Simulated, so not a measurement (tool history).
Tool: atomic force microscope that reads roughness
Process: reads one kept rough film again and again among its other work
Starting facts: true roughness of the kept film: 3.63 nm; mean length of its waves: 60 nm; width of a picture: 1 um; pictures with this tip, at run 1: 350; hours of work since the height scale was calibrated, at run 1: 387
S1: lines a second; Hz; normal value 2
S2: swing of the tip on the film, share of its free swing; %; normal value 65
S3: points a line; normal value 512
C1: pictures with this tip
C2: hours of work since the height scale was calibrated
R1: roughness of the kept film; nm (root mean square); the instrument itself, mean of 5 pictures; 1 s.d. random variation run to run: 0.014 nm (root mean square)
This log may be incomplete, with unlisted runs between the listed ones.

Run 1, day 0: usual settings; C1 350; C2 387. Result: R1 3.054 nm (root mean square).
Run 2, day 0.838: usual settings; C1 371; C2 401. Result: R1 3.008 nm (root mean square).
At day 1.396: new tip fitted.
Run 3, day 1.462: usual settings; C1 1; C2 411. Result: R1 3.367 nm (root mean square).
Run 4, day 2.371: usual settings but S2 61 %; C1 24; C2 425. Result: R1 3.359 nm (root mean square).
Run 5, day 3.192: usual settings but S2 61 %; C1 44; C2 439. Result: R1 3.338 nm (root mean square).
Run 6, day 4.129: usual settings but S3 450; C1 67; C2 454. Result: R1 3.267 nm (root mean square).
Run 7, day 4.988: usual settings but S3 450; C1 88; C2 468. Result: R1 3.265 nm (root mean square).
Run 8, day 5.596: usual settings but S3 450; C1 103; C2 478. Result: R1 3.244 nm (root mean square).
Run 9, day 6.592: usual settings but S3 450; C1 127; C2 494. Result: R1 3.216 nm (root mean square).
Run 10, day 7.408: usual settings but S3 450; C1 147; C2 508. Result: R1 3.192 nm (root mean square).
Run 11, day 8.029: usual settings but S3 450; C1 162; C2 518. Result: R1 3.207 nm (root mean square).
Run 12, day 8.588: usual settings but S1 3.56 Hz, S2 83 %, S3 382; C1 176; C2 527. Result: R1 2.767 nm (root mean square).
Run 13, day 9.146: usual settings but S1 2.28 Hz, S2 83 %, S3 382; C1 190; C2 536. Result: R1 2.945 nm (root mean square).
Run 14, day 9.738: usual settings but S3 330; C1 204; C2 546. Result: R1 3.148 nm (root mean square).
Run 15, day 10.762: usual settings but S3 330; C1 230; C2 562. Result: R1 3.121 nm (root mean square).
At day 10.871: height scale calibrated on a step standard.
Run 16, day 11.767: usual settings but S1 0.55 Hz; C1 253; C2 15. Result: R1 3.205 nm (root mean square).
Run 17, day 12.846: usual settings but S1 0.55 Hz; C1 280; C2 32. Result: R1 3.193 nm (root mean square).
Run 18, day 13.75: usual settings but S1 0.55 Hz; C1 302; C2 47. Result: R1 3.152 nm (root mean square).
Run 19, day 14.621: usual settings but S1 0.55 Hz; C1 323; C2 61. Result: R1 3.152 nm (root mean square).
At day 14.738: height scale calibrated on a step standard, once more.
Run 20, day 15.354: usual settings but S1 0.55 Hz; C1 340; C2 10. Result: R1 3.114 nm (root mean square).
Run 21, day 16.008: usual settings but S1 0.55 Hz; C1 356; C2 21. Result: R1 3.118 nm (root mean square).
Run 22, day 16.908: usual settings but S1 0.79 Hz, S2 56 %, S3 669; C1 378; C2 35. Result: R1 3.105 nm (root mean square).

Subtracting, for every run, the result it would have given without the tool's unlogged condition from the measured result gives the following. The same run-to-run variation enters both numbers; the gauge's scatter may not:
Unlogged tool condition in this case: radius of the tip, nm; height scale over the true one, %; drift of the gauge itself on roughness_nm, %.
run      R1
  1  -0.315
  2   -0.33
  3  +0.009
  4  -0.014
  5  -0.035
  6  -0.057
  7  -0.078
  8  -0.093
  9  -0.115
 10  -0.133
 11  -0.146
 12   -0.14
 13  -0.162
 14  -0.187
 15  -0.211
 16  -0.235
 17  -0.262
 18  -0.278
 19  -0.298
 20   -0.33
 21  -0.345
 22  -0.365

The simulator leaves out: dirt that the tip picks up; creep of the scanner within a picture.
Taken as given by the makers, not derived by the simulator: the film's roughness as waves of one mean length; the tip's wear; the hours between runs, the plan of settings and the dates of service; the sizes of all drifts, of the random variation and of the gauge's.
